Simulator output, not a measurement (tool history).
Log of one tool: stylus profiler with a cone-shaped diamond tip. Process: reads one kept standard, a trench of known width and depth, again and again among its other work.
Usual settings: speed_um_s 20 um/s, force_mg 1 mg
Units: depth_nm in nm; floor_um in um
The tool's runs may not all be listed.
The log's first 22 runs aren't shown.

run	hour	speed_um_s	force_mg	depth_nm	floor_um
23	2116.4	18	1.57	100.67	98.35
24	2236	17	1.57	100.53	98.32
25	2353.7	17	1.57	100.65	98.31
26	2411.1	17	1.57	100.67	98.3
27	2520.1	20	2.63	100.78	98.28
28	2637.9	20	2.63	101.06	98.35
29	2745.7	6	0.43	100.17	98.35
30	2826	6	0.43	100.23	98.34
31	2958.7	16	0.39	100.04	98.26
32	3038.9	16	0.39	100.08	98.26
33	3109.8	5	0.7	100.22	98.37
34	3175.7	6	0.96	100.26	98.29
35	3243	6	0.96	100.31	98.3

5 ways to go on from here, each from the tool as it stands after run 35. What would each give?
A	3371.4	11	2.32	?	?
B	3371.4	22	2.3	?	?
C	3371.4	11	2.25	?	?
D	3371.4	34	0.96	?	?
E	3371.4	12	0.96	?	?

run	depth_nm	floor_um
A	100.65	98.31
B	100.58	98.3
C	100.81	98.32
D	100.32	98.2
E	100.22	98.31
Without the tool's hidden state the same runs would have given:
run	depth_nm	floor_um
A	100.87	98.56
B	100.8	98.55
C	101.04	98.57
D	100.54	98.45
E	100.44	98.56

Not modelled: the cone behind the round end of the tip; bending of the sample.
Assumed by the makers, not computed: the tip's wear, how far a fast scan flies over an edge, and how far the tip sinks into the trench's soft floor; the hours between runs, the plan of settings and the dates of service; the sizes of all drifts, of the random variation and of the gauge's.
